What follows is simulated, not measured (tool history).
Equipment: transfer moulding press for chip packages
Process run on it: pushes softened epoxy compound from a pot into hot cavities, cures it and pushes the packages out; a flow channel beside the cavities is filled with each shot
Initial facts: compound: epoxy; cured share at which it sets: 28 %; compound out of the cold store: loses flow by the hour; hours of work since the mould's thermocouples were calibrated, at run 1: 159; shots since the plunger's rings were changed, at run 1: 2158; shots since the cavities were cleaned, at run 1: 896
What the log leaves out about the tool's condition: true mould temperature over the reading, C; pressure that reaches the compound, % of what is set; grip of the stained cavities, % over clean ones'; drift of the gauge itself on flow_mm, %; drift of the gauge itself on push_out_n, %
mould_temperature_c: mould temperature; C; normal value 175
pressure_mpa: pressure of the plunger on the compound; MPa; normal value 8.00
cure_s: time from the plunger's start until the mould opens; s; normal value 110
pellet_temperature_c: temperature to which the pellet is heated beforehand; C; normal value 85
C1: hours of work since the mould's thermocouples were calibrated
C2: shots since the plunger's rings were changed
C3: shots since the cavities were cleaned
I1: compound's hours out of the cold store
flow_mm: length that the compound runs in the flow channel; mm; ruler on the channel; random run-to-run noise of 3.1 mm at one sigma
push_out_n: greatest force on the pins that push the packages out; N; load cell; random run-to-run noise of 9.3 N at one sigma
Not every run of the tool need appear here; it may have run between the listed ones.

Run 1, day 0.000: usual settings; C1 159; C2 2158; C3 896; I1 27.6. Result: flow_mm 922 mm, push_out_n 632 N.
Run 2, day 0.346: usual settings; C1 163; C2 2226; C3 964; I1 32.2. Result: flow_mm 894 mm, push_out_n 660 N.
At day 0.708: cavities cleaned with cleaning compound and waxed.
Run 3, day 0.992: usual settings; C1 170; C2 2341; C3 57; I1 34.5. Result: flow_mm 879 mm, push_out_n 467 N.
Run 4, day 1.283: usual settings; C1 174; C2 2398; C3 114; I1 27.4. Result: flow_mm 918 mm, push_out_n 497 N.
Run 5, day 1.608: usual settings; C1 178; C2 2461; C3 177; I1 29.9. Result: flow_mm 902 mm, push_out_n 506 N.
Run 6, day 2.083: usual settings; C1 183; C2 2555; C3 271; I1 24.2. Result: flow_mm 936 mm, push_out_n 535 N.
Run 7, day 2.462: usual settings; C1 188; C2 2629; C3 345; I1 23.0. Result: flow_mm 938 mm, push_out_n 555 N.
Run 8, day 2.938: usual settings; C1 194; C2 2723; C3 439; I1 11.0. Result: flow_mm 1007 mm, push_out_n 585 N.
Run 9, day 3.312: usual settings but pressure_mpa 7.17 MPa; C1 198; C2 2796; C3 512; I1 26.5. Result: flow_mm 866 mm, push_out_n 599 N.
Run 10, day 3.729: usual settings but pressure_mpa 7.17 MPa; C1 203; C2 2879; C3 595; I1 47.4. Result: flow_mm 764 mm, push_out_n 596 N.
Run 11, day 4.017: usual settings but pressure_mpa 7.17 MPa; C1 206; C2 2935; C3 651; I1 26.6. Result: flow_mm 868 mm, push_out_n 610 N.
Run 12, day 4.275: usual settings but pressure_mpa 7.17 MPa, cure_s 133 s; C1 209; C2 2986; C3 702; I1 47.9. Result: flow_mm 762 mm, push_out_n 582 N.
Run 13, day 4.767: usual settings but pressure_mpa 7.40 MPa, cure_s 107 s, pellet_temperature_c 94 C; C1 215; C2 3082; C3 798; I1 18.0. Result: flow_mm 919 mm, push_out_n 639 N.
Run 14, day 5.188: usual settings but pressure_mpa 7.40 MPa, cure_s 107 s, pellet_temperature_c 94 C; C1 220; C2 3165; C3 881; I1 14.5. Result: flow_mm 949 mm, push_out_n 653 N.
Run 15, day 5.521: usual settings but mould_temperature_c 181 C, pressure_mpa 8.61 MPa; C1 224; C2 3231; C3 947; I1 40.7. Result: flow_mm 846 mm, push_out_n 603 N.
At day 5.929: cavities cleaned with cleaning compound and waxed.
Run 16, day 5.929: usual settings but pressure_mpa 6.94 MPa, cure_s 144 s; C1 228; C2 3299; C3 0; I1 19.1. Result: flow_mm 883 mm, push_out_n 427 N.
Run 17, day 6.346: usual settings but mould_temperature_c 168 C, pressure_mpa 6.50 MPa, cure_s 143 s, pellet_temperature_c 93 C; C1 233; C2 3380; C3 81; I1 9.1. Result: flow_mm 948 mm, push_out_n 491 N.
Run 18, day 6.692: usual settings but mould_temperature_c 173 C; C1 237; C2 3449; C3 150; I1 29.1. Result: flow_mm 904 mm, push_out_n 524 N.
Run 19, day 7.133: usual settings but mould_temperature_c 168 C, pressure_mpa 6.82 MPa, pellet_temperature_c 84 C; C1 243; C2 3535; C3 236; I1 43.2. Result: flow_mm 786 mm, push_out_n 648 N.
Run 20, day 7.554: usual settings but mould_temperature_c 167 C, pressure_mpa 6.82 MPa, cure_s 148 s, pellet_temperature_c 84 C; C1 248; C2 3618; C3 319; I1 38.1. Result: flow_mm 812 mm, push_out_n 546 N.
Run 21, day 8.162: usual settings but mould_temperature_c 167 C, pressure_mpa 7.23 MPa, cure_s 117 s, pellet_temperature_c 95 C; C1 255; C2 3738; C3 439; I1 32.9. Result: flow_mm 859 mm, push_out_n 706 N.
Run 22, day 8.767: usual settings but mould_temperature_c 167 C, pressure_mpa 7.23 MPa, cure_s 117 s, pellet_temperature_c 95 C; C1 262; C2 3856; C3 557; I1 47.9. Result: flow_mm 778 mm, push_out_n 657 N.
Run 23, day 9.292: usual settings but mould_temperature_c 167 C, pressure_mpa 7.23 MPa, cure_s 117 s, pellet_temperature_c 95 C; C1 268; C2 3960; C3 661; I1 41.3. Result: flow_mm 816 mm, push_out_n 752 N.
Run 24, day 9.758: usual settings but mould_temperature_c 181 C, pellet_temperature_c 78 C; C1 274; C2 4051; C3 752; I1 40.1. Result: flow_mm 813 mm, push_out_n 609 N.

Branching from run 24: 3 alternative next runs. What would each branch give?
Run A, day 10.279: usual settings but pressure_mpa 9.35 MPa, cure_s 101 s; C1 280; C2 4154; C3 855; I1 17.3. Result: flow_mm ?, push_out_n ?.
Run B, day 10.279: usual settings but pellet_temperature_c 90 C; C1 280; C2 4154; C3 855; I1 21.0. Result: flow_mm ?, push_out_n ?.
Run C, day 10.279: usual settings but cure_s 100 s; C1 280; C2 4154; C3 855; I1 9.0. Result: flow_mm ?, push_out_n ?.

run  flow_mm  push_out_n
  A     1035         673
  B      934         641
  C     1005         697
Take away the tool's hidden state, keep each run's random variation, and the runs would have read:
run  flow_mm  push_out_n
  A     1090         465
  B      983         444
  C     1059         485

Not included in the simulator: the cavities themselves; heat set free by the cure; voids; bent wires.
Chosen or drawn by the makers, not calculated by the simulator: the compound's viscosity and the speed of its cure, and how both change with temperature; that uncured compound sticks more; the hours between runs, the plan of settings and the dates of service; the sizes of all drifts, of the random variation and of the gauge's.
